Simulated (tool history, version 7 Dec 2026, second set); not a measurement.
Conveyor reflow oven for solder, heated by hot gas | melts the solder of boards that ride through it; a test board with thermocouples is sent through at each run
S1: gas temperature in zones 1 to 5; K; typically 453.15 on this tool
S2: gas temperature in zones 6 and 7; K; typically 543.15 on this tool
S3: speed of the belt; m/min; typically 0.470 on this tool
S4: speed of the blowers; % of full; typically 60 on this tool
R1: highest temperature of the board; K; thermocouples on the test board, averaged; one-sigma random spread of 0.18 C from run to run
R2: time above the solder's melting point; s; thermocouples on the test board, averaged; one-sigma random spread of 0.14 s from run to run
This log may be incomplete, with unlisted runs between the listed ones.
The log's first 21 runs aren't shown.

run	hour	S1	S2	S3	S4	R1	R2
22	181.5	438.15	539.15	0.398	60	526.75	68.0
23	188.7	450.15	536.15	0.487	53	518.85	51.1
# hour 198.6: belt drive overhauled, speed set with a stopwatch, once more
24	200.9	441.15	556.15	0.489	59	534.85	58.7
25	212.0	441.15	556.15	0.489	59	535.25	58.6
26	223.2	441.15	556.15	0.489	59	534.65	58.7
27	227.9	441.15	556.15	0.423	64	541.25	72.2
28	234.3	453.15	543.15	0.529	67	525.25	51.8
29	242.1	453.15	541.15	0.529	67	522.95	50.6
30	253.0	455.15	543.15	0.470	81	530.45	64.3
31	261.9	453.15	543.15	0.460	60	527.45	62.4

Predict each of these 4 candidate next runs independently; none follows another, all start after run 31:
A	271.4	460.15	535.15	0.470	58	?	?
B	271.4	453.15	538.15	0.470	71	?	?
C	271.4	453.15	543.15	0.557	60	?	?
D	271.4	457.15	540.15	0.460	60	?	?

run	R1	R2
A	520.85	59.2
B	524.35	59.2
C	521.05	46.1
D	525.45	62.7
Had the tool no hidden state, the same runs would have come out as:
run	R1	R2
A	522.45	60.6
B	526.05	60.6
C	523.05	47.7
D	527.15	64.0
